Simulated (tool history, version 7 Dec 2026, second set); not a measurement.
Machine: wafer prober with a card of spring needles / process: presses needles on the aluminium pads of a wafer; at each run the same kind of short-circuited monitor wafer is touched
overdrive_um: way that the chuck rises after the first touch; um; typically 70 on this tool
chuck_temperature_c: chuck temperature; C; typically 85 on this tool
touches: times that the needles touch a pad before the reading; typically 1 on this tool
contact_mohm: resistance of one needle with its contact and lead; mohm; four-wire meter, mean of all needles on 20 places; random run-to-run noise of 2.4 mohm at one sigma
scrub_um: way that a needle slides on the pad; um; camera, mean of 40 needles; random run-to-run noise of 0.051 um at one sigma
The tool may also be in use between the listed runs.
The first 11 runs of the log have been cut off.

run   hour  overdrive_um  chuck_temperature_c  touches  contact_mohm  scrub_um
     216.9  -- tips cleaned on abrasive film
     235.0  -- tips cleaned on abrasive film
 12  242.8            70                   29        1           277     17.37
     254.8  -- tips cleaned on abrasive film
 13  261.9            70                   29        1           270     17.53
     272.5  -- tips cleaned on abrasive film
 14  288.6            52                   85        1           310     12.75
     292.2  -- tips cleaned on abrasive film
     310.5  -- tips cleaned on abrasive film
 15  314.2            52                   85        1           295     12.66
 16  327.8            52                   85        1           314     12.72
     330.1  -- tips cleaned on abrasive film
 17  341.0            68                   53        2           279     16.83
     348.1  -- tips cleaned on abrasive film
     366.0  -- tips cleaned on abrasive film
 18  366.0            82                   85        2           273     20.38
     384.5  -- tips cleaned on abrasive film
 19  388.4            70                   77        2           278     17.20
     402.2  -- height of the first contact set anew
     403.4  -- tips cleaned on abrasive film
 20  411.0            70                   97        2           285     17.80
     422.2  -- tips cleaned on abrasive film
 21  424.5            70                   49        1           274     17.79
     440.0  -- tips cleaned on abrasive film
 22  448.1            70                   85        1           290     17.77
     458.0  -- tips cleaned on abrasive film
 23  474.2            70                   85        1           300     17.71
     476.5  -- tips cleaned on abrasive film
     495.6  -- tips cleaned on abrasive film
 24  498.5            70                   85        1           283     17.73
 25  511.5            74                   41        1           285     18.72
     513.9  -- tips cleaned on abrasive film
 26  529.8            74                   26        2           273     18.64
     532.3  -- tips cleaned on abrasive film
     550.8  -- tips cleaned on abrasive film
 27  556.7            73                   85        2           284     18.38
     570.4  -- tips cleaned on abrasive film
 28  576.5            73                   85        2           282     18.34
     590.1  -- tips cleaned on abrasive film
 29  595.1            72                   85        2           281     18.07
 30  606.9            70                   28        2           276     17.51
     609.3  -- tips cleaned on abrasive film
     627.5  -- tips cleaned on abrasive film
 31  627.7            70                   28        2           262     17.60
     647.3  -- tips cleaned on abrasive film
 32  655.5            70                   72        2           278     17.50

What if the next run were any one of these 4? Each begins from the tool's condition after run 32:
     667.1  -- tips cleaned on abrasive film
  A  671.9            87                   28        1             ?         ?
     667.1  -- tips cleaned on abrasive film
  B  671.9            52                   72        2             ?         ?
     667.1  -- tips cleaned on abrasive film
  C  671.9            73                   91        2             ?         ?
     667.1  -- tips cleaned on abrasive film
  D  671.9            70                  100        3             ?         ?

run  contact_mohm  scrub_um
  A           263     21.78
  B           283     12.92
  C           283     18.27
  D           284     17.42
Without the tool's unlogged condition, the same runs would have read:
run  contact_mohm  scrub_um
  A           256     22.14
  B           274     13.28
  C           279     18.63
  D           280     17.78
